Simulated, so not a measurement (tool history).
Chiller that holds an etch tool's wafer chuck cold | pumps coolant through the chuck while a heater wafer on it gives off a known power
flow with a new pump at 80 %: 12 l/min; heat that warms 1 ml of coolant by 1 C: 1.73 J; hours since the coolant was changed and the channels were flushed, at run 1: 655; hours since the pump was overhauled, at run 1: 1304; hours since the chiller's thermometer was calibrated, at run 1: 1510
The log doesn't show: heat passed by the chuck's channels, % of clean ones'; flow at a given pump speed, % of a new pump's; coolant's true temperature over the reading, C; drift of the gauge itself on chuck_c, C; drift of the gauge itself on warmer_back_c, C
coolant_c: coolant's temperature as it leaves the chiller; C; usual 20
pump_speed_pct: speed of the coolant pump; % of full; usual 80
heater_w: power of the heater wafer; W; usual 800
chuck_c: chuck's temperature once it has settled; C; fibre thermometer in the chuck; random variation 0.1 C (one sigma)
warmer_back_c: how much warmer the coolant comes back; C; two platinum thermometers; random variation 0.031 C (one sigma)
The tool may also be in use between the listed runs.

| run | hour | coolant_c | pump_speed_pct | heater_w | hours since the coolant was changed and the channels were flushed | hours since the pump was overhauled | hours since the chiller's thermometer was calibrated | chuck_c | warmer_back_c |
|---|---|---|---|---|---|---|---|---|---|
| 1 | 0.0 | 20 | 80 | 800 | 655 | 1304 | 1510 | 28.7 | 2.34 |
| 2 | 25.2 | 20 | 80 | 800 | 680 | 1330 | 1536 | 28.7 | 2.34 |
| 3 | 48.6 | 20 | 80 | 800 | 704 | 1353 | 1559 | 28.6 | 2.33 |
| 4 | 72.7 | 20 | 80 | 800 | 728 | 1377 | 1583 | 28.8 | 2.39 |
| 5 | 95.1 | 20 | 80 | 841 | 750 | 1399 | 1605 | 29.1 | 2.44 |
| 6 | 121.2 | 20 | 80 | 800 | 776 | 1426 | 1632 | 28.6 | 2.32 |
| 7 | 147.6 | 20 | 80 | 800 | 803 | 1452 | 1658 | 28.7 | 2.30 |
| 8 | 169.8 | 20 | 80 | 800 | 825 | 1474 | 1680 | 28.7 | 2.36 |
| 9 | 183.4 | 22 | 70 | 592 | 839 | 1488 | 1694 | 28.9 | 2.00 |
| 10 | 209.7 | 10 | 75 | 796 | 865 | 1514 | 1720 | 19.0 | 2.50 |
| 11 | 232.3 | 10 | 79 | 668 | 887 | 1537 | 1743 | 17.1 | 1.98 |
| 12 | 254.8 | 10 | 79 | 780 | 910 | 1559 | 1765 | 18.4 | 2.29 |
| 13 | 275.6 | 20 | 80 | 988 | 931 | 1580 | 1786 | 30.7 | 2.87 |
| 14 | 289.5 | 11 | 61 | 1151 | 945 | 1594 | 1800 | 25.8 | 4.57 |
| 15 | 310.6 | 11 | 61 | 1151 | 966 | 1615 | 1821 | 25.7 | 4.57 |

Measured less the same run without the tool's hidden state. The same run-to-run variation is in both; the gauge's scatter may not be:
| run | warmer_back_c |
|---|---|
| 1 | +0.03 |
| 2 | +0.04 |
| 3 | +0.04 |
| 4 | +0.04 |
| 5 | +0.04 |
| 6 | +0.04 |
| 7 | +0.04 |
| 8 | +0.04 |
| 9 | +0.03 |
| 10 | +0.04 |
| 11 | +0.03 |
| 12 | +0.04 |
| 13 | +0.05 |
| 14 | +0.08 |
| 15 | +0.08 |
chuck_c: within 0.2 C of the measured result in every run.
